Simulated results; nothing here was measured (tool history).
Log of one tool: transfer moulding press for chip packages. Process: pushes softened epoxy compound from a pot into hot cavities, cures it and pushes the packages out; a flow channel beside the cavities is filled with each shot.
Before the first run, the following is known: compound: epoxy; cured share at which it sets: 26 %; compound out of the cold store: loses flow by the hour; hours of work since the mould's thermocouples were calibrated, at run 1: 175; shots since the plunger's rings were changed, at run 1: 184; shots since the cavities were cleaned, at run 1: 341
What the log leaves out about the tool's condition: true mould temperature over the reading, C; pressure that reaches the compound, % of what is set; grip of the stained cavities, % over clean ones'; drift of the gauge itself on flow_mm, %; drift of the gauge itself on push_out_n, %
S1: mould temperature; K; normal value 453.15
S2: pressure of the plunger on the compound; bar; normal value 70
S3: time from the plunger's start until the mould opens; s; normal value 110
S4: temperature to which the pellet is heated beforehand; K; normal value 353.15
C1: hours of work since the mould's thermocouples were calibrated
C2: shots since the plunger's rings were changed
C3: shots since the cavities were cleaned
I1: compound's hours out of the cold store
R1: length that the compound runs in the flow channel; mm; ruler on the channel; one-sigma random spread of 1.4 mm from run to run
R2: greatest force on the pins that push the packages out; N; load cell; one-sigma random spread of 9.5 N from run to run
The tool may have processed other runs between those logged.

run	hour	S1	S2	S3	S4	C1	C2	C3	I1	R1	R2
1	0	453.15	70	110	353.15	175	184	341	22.8	629	415
2	13.9	453.15	70	110	353.15	186	355	512	24.9	620	428
# hour 25.2: cavities cleaned with cleaning compound and waxed
3	29.6	453.15	82.7	110	353.15	197	529	54	34.5	624	420
4	42.6	447.15	82.7	110	353.15	207	689	214	25.1	683	546
5	53.9	453.15	70	110	353.15	215	828	353	15.9	661	446
6	65.9	453.15	70.1	110	353.15	224	976	501	29.8	596	427
7	74.4	453.15	70.1	110	353.15	231	1079	604	37.2	568	424
# hour 78.2: cavities cleaned with cleaning compound and waxed
8	94.2	453.15	70	110	353.15	245	1304	196	40.7	549	420
9	112.5	453.15	70	110	353.15	258	1529	421	40.2	552	416
10	127.5	453.15	70	110	353.15	270	1713	605	14.6	665	430
# hour 130.6: cavities cleaned with cleaning compound and waxed
11	144.1	453.15	70	110	353.15	281	1899	166	45	534	424
12	158.5	453.15	70	110	353.15	292	2076	343	8.3	698	429
13	170.5	453.15	70	124	353.15	301	2223	490	34.2	578	412
14	178.6	453.15	70	110	353.15	307	2322	589	21.4	633	434
# hour 183.1: cavities cleaned with cleaning compound and waxed
15	191.6	453.15	70	110	353.15	316	2463	104	16.5	656	434
16	205.8	450.15	80.4	130	355.15	327	2637	278	8.6	757	437
17	219.3	453.15	70	111	353.15	337	2803	444	44.1	536	446
18	229.8	453.15	70	111	353.15	345	2933	574	47	525	448
# hour 236.2: cavities cleaned with cleaning compound and waxed
19	239.7	446.15	66.8	112	356.15	352	3035	42	15.3	665	544
20	251.5	446.15	66.8	112	356.15	361	3181	188	41.2	551	516
# hour 267.1: plunger's sealing rings changed
21	267.2	446.15	66.8	112	356.15	371	2	350	10.9	688	578
22	280.6	446.15	66.8	112	356.15	381	165	513	47.5	525	531
# hour 291.1: cavities cleaned with cleaning compound and waxed
23	299.9	446.15	66.5	112	356.15	394	385	108	36.1	571	535
24	310.2	446.15	66.5	112	356.15	402	511	234	42.5	542	514
25	322.2	455.15	66.5	112	358.15	411	658	381	24.8	598	430
26	336.8	455.15	60.7	112	356.15	422	837	560	37.9	521	410
# hour 344.1: cavities cleaned with cleaning compound and waxed
27	353.2	453.15	70	113	358.15	434	1021	112	8.4	697	437

Hidden state at the last listed run before each entry between runs and at the first one after, where it differs:
After run 2, before run 3: cavities cleaned with cleaning compound and waxed (hour 25.2)
  pressure that reaches the compound, % of what is set: 99.97 -> 99.96; grip of the stained cavities, % over clean ones': 1.2 -> 0.2
After run 7, before run 8: cavities cleaned with cleaning compound and waxed (hour 78.2)
  pressure that reaches the compound, % of what is set: 99.92 -> 99.9; grip of the stained cavities, % over clean ones': 1.3 -> 0.6
After run 10, before run 11: cavities cleaned with cleaning compound and waxed (hour 130.6)
  pressure that reaches the compound, % of what is set: 99.87 -> 99.86; grip of the stained cavities, % over clean ones': 1.3 -> 0.5
After run 14, before run 15: cavities cleaned with cleaning compound and waxed (hour 183.1)
  true mould temperature over the reading, C: -0.01 -> -0.02; pressure that reaches the compound, % of what is set: 99.83 -> 99.82; grip of the stained cavities, % over clean ones': 1.3 -> 0.4
After run 18, before run 19: cavities cleaned with cleaning compound and waxed (hour 236.2)
  pressure that reaches the compound, % of what is set: 99.78 -> 99.77; grip of the stained cavities, % over clean ones': 1.3 -> 0.2
After run 20, before run 21: plunger's sealing rings changed (hour 267.1)
  pressure that reaches the compound, % of what is set: 99.76 -> 99.99; grip of the stained cavities, % over clean ones': 0.6 -> 0.9
After run 22, before run 23: cavities cleaned with cleaning compound and waxed (hour 291.1)
  pressure that reaches the compound, % of what is set: 99.98 -> 99.96; grip of the stained cavities, % over clean ones': 1.2 -> 0.4
After run 26, before run 27: cavities cleaned with cleaning compound and waxed (hour 344.1)
  pressure that reaches the compound, % of what is set: 99.93 -> 99.92; grip of the stained cavities, % over clean ones': 1.2 -> 0.4

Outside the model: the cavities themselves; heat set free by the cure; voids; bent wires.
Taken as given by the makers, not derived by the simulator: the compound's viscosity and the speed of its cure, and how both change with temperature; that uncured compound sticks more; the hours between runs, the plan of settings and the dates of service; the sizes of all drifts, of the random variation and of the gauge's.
